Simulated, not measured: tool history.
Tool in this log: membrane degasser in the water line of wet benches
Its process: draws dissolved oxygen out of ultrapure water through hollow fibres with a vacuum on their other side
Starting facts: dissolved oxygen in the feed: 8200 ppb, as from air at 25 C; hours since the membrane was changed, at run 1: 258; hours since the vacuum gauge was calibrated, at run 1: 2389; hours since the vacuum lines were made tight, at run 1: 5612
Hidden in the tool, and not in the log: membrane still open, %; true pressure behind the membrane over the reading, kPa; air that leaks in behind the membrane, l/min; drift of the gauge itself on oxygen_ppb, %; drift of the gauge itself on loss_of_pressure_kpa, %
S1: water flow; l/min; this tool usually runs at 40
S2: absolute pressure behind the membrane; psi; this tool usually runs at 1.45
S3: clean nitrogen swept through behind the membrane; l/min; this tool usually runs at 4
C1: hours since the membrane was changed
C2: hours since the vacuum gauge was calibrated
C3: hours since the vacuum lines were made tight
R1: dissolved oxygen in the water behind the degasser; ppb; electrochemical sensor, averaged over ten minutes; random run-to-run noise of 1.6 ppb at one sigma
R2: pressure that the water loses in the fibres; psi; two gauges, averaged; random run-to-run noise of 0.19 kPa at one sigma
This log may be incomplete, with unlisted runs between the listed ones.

| run | hour | S1 | S2 | S3 | C1 | C2 | C3 | R1 | R2 |
|---|---|---|---|---|---|---|---|---|---|
| 1 | 0 | 40 | 1.45 | 4 | 258 | 2389 | 5612 | 168.5 | 5.575 |
| 2 | 56.8 | 40 | 1.39 | 4 | 315 | 2445 | 5669 | 159.4 | 5.577 |
| 3 | 143.8 | 40 | 1.39 | 4 | 402 | 2532 | 5756 | 165.7 | 5.548 |
| 4 | 267.1 | 40 | 1.39 | 4 | 525 | 2656 | 5880 | 159.6 | 5.58 |
|  | 352 | seals of the vacuum lines changed |
| 5 | 362 | 40 | 1.39 | 4.1 | 618 | 2749 | 10 | 155.9 | 5.562 |
| 6 | 472.5 | 40 | 1.45 | 4 | 728 | 2859 | 121 | 170.2 | 5.561 |
| 7 | 581.8 | 40 | 1.45 | 4 | 838 | 2968 | 230 | 167.4 | 5.577 |
| 8 | 658.5 | 40 | 1.45 | 4 | 914 | 3045 | 306 | 171.8 | 5.616 |
| 9 | 724.6 | 40 | 1.45 | 4 | 981 | 3111 | 373 | 167.2 | 5.591 |
| 10 | 837.8 | 40 | 1.45 | 4 | 1094 | 3224 | 486 | 170.6 | 5.638 |
| 11 | 921.3 | 40 | 1.45 | 4 | 1177 | 3308 | 569 | 170.6 | 5.596 |
| 12 | 1018.2 | 40 | 1.45 | 4 | 1274 | 3405 | 666 | 169.4 | 5.641 |
| 13 | 1114.5 | 40 | 1.45 | 4 | 1370 | 3501 | 763 | 169.7 | 5.583 |
| 14 | 1221.9 | 40 | 0.9 | 4 | 1478 | 3608 | 870 | 83.8 | 5.593 |
| 15 | 1355.2 | 40 | 1.84 | 4 | 1611 | 3742 | 1003 | 230.7 | 5.639 |
| 16 | 1426 | 40 | 1.45 | 2.56 | 1682 | 3813 | 1074 | 256.8 | 5.633 |
| 17 | 1543.6 | 40 | 1.45 | 4.86 | 1800 | 3930 | 1192 | 144.9 | 5.629 |

Estimate the outcome of run 18 from the log above:
| 18 | 1636.8 | 40 | 1.44 | 2.39 | 1893 | 4023 | 1285 | ? | ? |

R1: 274.2 ppb
R2: 5.633 psi
Minus the tool's unlogged condition, the same run would have read R1 257.5 ppb, R2 5.567 psi.
